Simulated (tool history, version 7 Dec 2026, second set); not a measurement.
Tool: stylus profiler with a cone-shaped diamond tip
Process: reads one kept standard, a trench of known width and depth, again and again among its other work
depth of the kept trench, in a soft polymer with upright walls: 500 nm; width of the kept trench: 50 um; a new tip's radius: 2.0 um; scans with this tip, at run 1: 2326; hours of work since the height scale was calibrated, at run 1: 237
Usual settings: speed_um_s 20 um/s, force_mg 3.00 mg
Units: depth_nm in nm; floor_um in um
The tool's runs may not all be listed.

run    day  speed_um_s  force_mg  scans with this tip  hours of work since the height scale was calibrated  depth_nm  floor_um
  1  0.000          20      3.00                 2326                                                  237    503.29     46.95
  2  0.479          20      3.00                 2406                                                  245    503.36     46.95
  3  1.025          24      3.00                 2497                                                  255    503.23     46.90
  4  1.579          24      3.00                 2588                                                  264    503.36     46.95
  5  2.171           9      3.00                 2687                                                  274    503.26     46.93
  6  2.638           9      3.00                 2765                                                  282    503.21     46.94
  7  3.242           9      3.00                 2865                                                  292    503.50     46.92
  8  3.600           9      3.00                 2924                                                  298    503.41     46.96
  9  4.167           9      1.82                 3019                                                  308    502.57     46.87
 10  4.575          23      3.86                 3086                                                  315    504.23     46.82
 11  4.854          23      3.86                 3133                                                  320    504.12     46.79
 12  5.283          23      3.86                 3204                                                  327    504.24     46.81
 13  5.629          17      1.15                 3261                                                  333    501.99     46.81
 14  6.183          20      1.07                 3354                                                  342    502.01     46.75
 15  6.762          49      1.95                 3450                                                  352    502.64     46.62
 16  7.158          49      1.95                 3516                                                  359    503.02     46.59

Some steps in depth_nm between neighbouring runs. How much of each would the tool show without its hidden state too (settings, what came in, random variation), and how much is left for the hidden state, with any gauge scatter that isn't in both results?
The hidden state here: radius of the tip, um; height scale over the true one, %; drift of the gauge itself on depth_nm, %; drift of the gauge itself on floor_um, %.
Run 2 -> 3: speed_um_s 20 -> 24. depth_nm -0.13 nm: hidden state +0.02, all else -0.15.
Run 12 -> 13: speed_um_s 23 -> 17, force_mg 3.86 -> 1.15. depth_nm -2.25 nm: hidden state +0.01, all else -2.26.

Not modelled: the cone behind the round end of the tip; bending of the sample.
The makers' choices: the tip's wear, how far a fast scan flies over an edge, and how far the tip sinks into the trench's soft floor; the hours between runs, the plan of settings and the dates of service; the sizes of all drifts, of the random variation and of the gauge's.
